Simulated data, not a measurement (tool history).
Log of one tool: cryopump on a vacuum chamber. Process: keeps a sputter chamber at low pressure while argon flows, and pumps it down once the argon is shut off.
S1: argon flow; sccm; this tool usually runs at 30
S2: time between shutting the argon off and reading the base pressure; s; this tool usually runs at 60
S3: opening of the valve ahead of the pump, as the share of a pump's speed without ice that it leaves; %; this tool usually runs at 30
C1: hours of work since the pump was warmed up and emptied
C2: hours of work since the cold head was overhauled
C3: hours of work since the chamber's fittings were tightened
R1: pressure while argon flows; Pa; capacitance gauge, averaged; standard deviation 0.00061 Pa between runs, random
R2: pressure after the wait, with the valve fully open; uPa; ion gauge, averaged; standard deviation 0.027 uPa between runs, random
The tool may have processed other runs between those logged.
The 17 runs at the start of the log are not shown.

{"run": 18, "hour": 572.7, "S1": 46, "S2": 60, "S3": 30, "C1": 754, "C2": 1759, "C3": 2044, "R1": 0.1422, "R2": 3.05}
{"run": 19, "hour": 595.4, "S1": 30, "S2": 220, "S3": 34, "C1": 770, "C2": 1775, "C3": 2061, "R1": 0.0842, "R2": 2.43}
{"run": 20, "hour": 635.9, "S1": 19, "S2": 220, "S3": 22, "C1": 800, "C2": 1805, "C3": 2090, "R1": 0.0786, "R2": 2.37}
{"run": 21, "hour": 685.0, "S1": 19, "S2": 220, "S3": 41, "C1": 835, "C2": 1840, "C3": 2125, "R1": 0.0448, "R2": 2.45}
{"run": 22, "hour": 720.3, "S1": 30, "S2": 24, "S3": 17, "C1": 861, "C2": 1866, "C3": 2151, "R1": 0.1624, "R2": 4.89}
{"run": 23, "hour": 746.9, "S1": 17, "S2": 20, "S3": 30, "C1": 880, "C2": 1885, "C3": 2170, "R1": 0.0535, "R2": 5.58}
{"run": 24, "hour": 776.2, "S1": 17, "S2": 20, "S3": 30, "C1": 902, "C2": 1907, "C3": 2192, "R1": 0.0539, "R2": 5.39}
{"run": 25, "hour": 804.2, "S1": 39, "S2": 54, "S3": 19, "C1": 922, "C2": 1927, "C3": 2212, "R1": 0.1891, "R2": 3.49}
{"run": 26, "hour": 831.0, "S1": 21, "S2": 249, "S3": 46, "C1": 941, "C2": 1946, "C3": 2231, "R1": 0.0454, "R2": 2.56}
{"run": 27, "hour": 866.9, "S1": 21, "S2": 249, "S3": 46, "C1": 967, "C2": 1972, "C3": 2258, "R1": 0.0449, "R2": 2.65}
{"hour": 898.0, "done": "pump warmed up, emptied and cooled again"}
{"run": 28, "hour": 917.3, "S1": 21, "S2": 27, "S3": 31, "C1": 14, "C2": 2005, "C3": 2290, "R1": 0.0596, "R2": 4.2}
{"run": 29, "hour": 948.3, "S1": 21, "S2": 27, "S3": 25, "C1": 37, "C2": 2028, "C3": 2313, "R1": 0.074, "R2": 4.29}
{"run": 30, "hour": 988.2, "S1": 30, "S2": 60, "S3": 24, "C1": 65, "C2": 2057, "C3": 2342, "R1": 0.1109, "R2": 3.06}
{"run": 31, "hour": 1014.3, "S1": 28, "S2": 60, "S3": 30, "C1": 84, "C2": 2076, "C3": 2361, "R1": 0.0824, "R2": 3.05}
{"run": 32, "hour": 1060.2, "S1": 19, "S2": 89, "S3": 30, "C1": 118, "C2": 2109, "C3": 2394, "R1": 0.0556, "R2": 2.69}
{"run": 33, "hour": 1085.1, "S1": 30, "S2": 48, "S3": 24, "C1": 136, "C2": 2127, "C3": 2412, "R1": 0.1113, "R2": 3.43}

Branching from run 33: 5 alternative next runs. What would each branch give?
{"run": "A", "hour": 1126.2, "S1": 46, "S2": 71, "S3": 40, "C1": 166, "C2": 2157, "C3": 2442, "R1": "?", "R2": "?"}
{"run": "B", "hour": 1126.2, "S1": 47, "S2": 286, "S3": 25, "C1": 166, "C2": 2157, "C3": 2442, "R1": "?", "R2": "?"}
{"run": "C", "hour": 1126.2, "S1": 26, "S2": 24, "S3": 30, "C1": 166, "C2": 2157, "C3": 2442, "R1": "?", "R2": "?"}
{"run": "D", "hour": 1126.2, "S1": 32, "S2": 48, "S3": 24, "C1": 166, "C2": 2157, "C3": 2442, "R1": "?", "R2": "?"}
{"run": "E", "hour": 1126.2, "S1": 14, "S2": 60, "S3": 20, "C1": 166, "C2": 2157, "C3": 2442, "R1": "?", "R2": "?"}

run=A R1=0.104 R2=3.04
run=B R1=0.1669 R2=2.37
run=C R1=0.0774 R2=4.73
run=D R1=0.1187 R2=3.46
run=E R1=0.0615 R2=3.15
Without the tool's unlogged condition, the same runs would have read:
run=A R1=0.1015 R2=1.08
run=B R1=0.1644 R2=0.39
run=C R1=0.076 R2=2.79
run=D R1=0.1169 R2=1.5
run=E R1=0.0607 R2=1.21
